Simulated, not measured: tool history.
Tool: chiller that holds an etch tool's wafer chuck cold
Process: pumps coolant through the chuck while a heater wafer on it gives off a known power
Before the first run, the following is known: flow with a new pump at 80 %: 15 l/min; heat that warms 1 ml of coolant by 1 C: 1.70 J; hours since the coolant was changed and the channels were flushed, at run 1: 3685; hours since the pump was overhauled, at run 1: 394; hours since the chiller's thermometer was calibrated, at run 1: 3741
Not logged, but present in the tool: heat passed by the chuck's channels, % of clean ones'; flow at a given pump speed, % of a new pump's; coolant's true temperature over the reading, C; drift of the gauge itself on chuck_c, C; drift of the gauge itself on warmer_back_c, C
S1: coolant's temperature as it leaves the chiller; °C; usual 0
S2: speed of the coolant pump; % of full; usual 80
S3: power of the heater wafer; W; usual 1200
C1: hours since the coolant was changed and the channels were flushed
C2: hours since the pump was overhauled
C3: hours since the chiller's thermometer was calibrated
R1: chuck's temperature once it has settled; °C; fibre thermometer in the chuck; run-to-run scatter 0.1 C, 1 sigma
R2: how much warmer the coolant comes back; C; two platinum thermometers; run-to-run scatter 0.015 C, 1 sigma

| run | day | S1 | S2 | S3 | C1 | C2 | C3 | R1 | R2 |
|---|---|---|---|---|---|---|---|---|---|
| 1 | 0 | 0 | 80 | 1200 | 3685 | 394 | 3741 | 7.5 | 2.83 |
| 2 | 1.458 | 8 | 80 | 1200 | 3720 | 429 | 3776 | 15.3 | 2.82 |
| 3 | 2.533 | 8 | 80 | 1200 | 3746 | 455 | 3802 | 15.3 | 2.84 |
| 4 | 3.875 | 8 | 80 | 1200 | 3778 | 487 | 3834 | 15.2 | 2.87 |
| 5 | 4.479 | -6 | 80 | 1200 | 3793 | 502 | 3849 | 1.5 | 2.86 |
| 6 | 5.783 | 0 | 80 | 1200 | 3824 | 533 | 3880 | 7.6 | 2.86 |
| 7 | 6.392 | 0 | 80 | 1200 | 3839 | 548 | 3895 | 7.6 | 2.87 |
| 8 | 7.3 | 0 | 80 | 1200 | 3860 | 570 | 3916 | 7.4 | 2.89 |
| 9 | 8.654 | 0 | 80 | 1200 | 3893 | 602 | 3949 | 7.6 | 2.9 |
| 10 | 9.9 | 0 | 80 | 1200 | 3923 | 632 | 3979 | 7.5 | 2.9 |
| 11 | 10.942 | 0 | 80 | 1245 | 3948 | 657 | 4004 | 7.7 | 3.01 |
| 12 | 11.971 | 0 | 80 | 1245 | 3973 | 682 | 4028 | 7.8 | 3.03 |
| 13 | 12.629 | 0 | 80 | 1245 | 3988 | 697 | 4044 | 7.8 | 3.02 |
| 14 | 14.004 | 0 | 80 | 1245 | 4021 | 730 | 4077 | 7.9 | 3.03 |
| 15 | 14.783 | 0 | 80 | 1245 | 4040 | 749 | 4096 | 7.8 | 3.03 |
| 16 | 15.833 | -7 | 95 | 1777 | 4065 | 774 | 4121 | 2.5 | 3.67 |
| 17 | 16.6 | -7 | 95 | 1777 | 4084 | 793 | 4140 | 2.5 | 3.67 |
| 18 | 17.575 | -7 | 95 | 1777 | 4107 | 816 | 4163 | 2.6 | 3.67 |
| 19 | 18.471 | 0 | 67 | 1200 | 4129 | 838 | 4184 | 8.6 | 3.52 |
| 20 | 19.35 | 0 | 67 | 1200 | 4150 | 859 | 4206 | 8.8 | 3.52 |

5 ways to go on from here, each from the tool as it stands after run 20. What would each give?
| A | 20.638 | 8 | 87 | 1631 | 4181 | 890 | 4236 | ? | ? |
| B | 20.638 | 6 | 67 | 1594 | 4181 | 890 | 4236 | ? | ? |
| C | 20.638 | 4 | 79 | 792 | 4181 | 890 | 4236 | ? | ? |
| D | 20.638 | -9 | 80 | 1200 | 4181 | 890 | 4236 | ? | ? |
| E | 20.638 | 0 | 80 | 1710 | 4181 | 890 | 4236 | ? | ? |

| run | R1 | R2 |
|---|---|---|
| A | 17.3 | 3.69 |
| B | 17.6 | 4.63 |
| C | 8.9 | 2.04 |
| D | -1.6 | 2.98 |
| E | 10.5 | 4.16 |
Without the tool's hidden state the same runs would have given:
| run | R1 | R2 |
|---|---|---|
| A | 17.3 | 3.52 |
| B | 17.5 | 4.46 |
| C | 8.8 | 1.87 |
| D | -1.7 | 2.81 |
| E | 10.4 | 3.99 |
